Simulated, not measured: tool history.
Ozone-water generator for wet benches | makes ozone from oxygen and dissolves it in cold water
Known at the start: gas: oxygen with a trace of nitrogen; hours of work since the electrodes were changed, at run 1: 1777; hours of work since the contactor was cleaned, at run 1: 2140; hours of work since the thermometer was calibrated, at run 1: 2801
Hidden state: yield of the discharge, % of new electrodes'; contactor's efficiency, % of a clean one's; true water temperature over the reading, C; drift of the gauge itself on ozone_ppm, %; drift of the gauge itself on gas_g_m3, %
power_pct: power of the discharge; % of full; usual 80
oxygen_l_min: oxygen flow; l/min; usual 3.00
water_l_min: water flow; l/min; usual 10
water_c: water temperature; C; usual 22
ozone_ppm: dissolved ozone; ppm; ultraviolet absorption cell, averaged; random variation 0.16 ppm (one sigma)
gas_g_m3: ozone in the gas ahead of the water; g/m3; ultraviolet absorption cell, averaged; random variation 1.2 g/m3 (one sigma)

run	hour	power_pct	oxygen_l_min	water_l_min	water_c	hours of work since the electrodes were changed	hours of work since the contactor was cleaned	hours of work since the thermometer was calibrated	ozone_ppm	gas_g_m3
1	0.0	80	3.00	10	22	1777	2140	2801	19.3	208.9
2	58.2	80	3.00	10	24	1819	2181	2842	18.5	207.4
3	138.3	80	3.00	10	24	1876	2238	2899	18.5	207.2
4	198.3	80	3.00	10	22	1919	2281	2942	18.8	205.2
5	277.0	80	3.00	10	22	1975	2337	2999	18.8	205.2
6	329.7	80	3.00	10	22	2013	2375	3036	18.8	206.8
7	374.5	80	3.00	10	22	2045	2407	3068	18.7	205.9
8	417.3	80	3.00	15	22	2075	2438	3099	12.6	206.4
9	460.2	89	3.00	10	22	2106	2468	3129	20.2	222.4
10	519.7	89	3.00	13	22	2148	2511	3172	15.6	222.8
11	590.5	50	3.00	10	17	2199	2562	3223	14.1	142.4
12	671.4	44	3.00	10	26	2257	2619	3280	11.1	129.5
# hour 737.1: contactor cleaned
13	755.7	44	3.00	10	26	2314	13	3338	11.2	127.2
14	834.4	44	3.00	10	26	2370	69	3394	11.4	128.0
15	894.8	44	3.00	10	26	2414	113	3437	11.1	128.5
16	990.3	44	3.00	10	26	2482	181	3505	11.3	127.5
17	1075.2	68	2.28	16	16	2542	242	3566	10.4	196.6
18	1129.2	80	3.54	10	28	2581	280	3605	17.0	189.3
19	1177.3	80	3.00	8	15	2615	315	3639	26.3	199.5

3 ways to go on from here, each from the tool as it stands after run 19. What would each give?
A	1267.2	77	3.00	6	25	2680	379	3703	?	?
B	1267.2	64	3.02	10	15	2680	379	3703	?	?
C	1267.2	47	3.00	16	15	2680	379	3703	?	?

run	ozone_ppm	gas_g_m3
A	25.8	194.6
B	17.7	167.3
C	8.7	132.7
Without the tool's hidden state the same runs would have given:
run	ozone_ppm	gas_g_m3
A	28.6	212.1
B	19.4	180.2
C	9.4	140.2
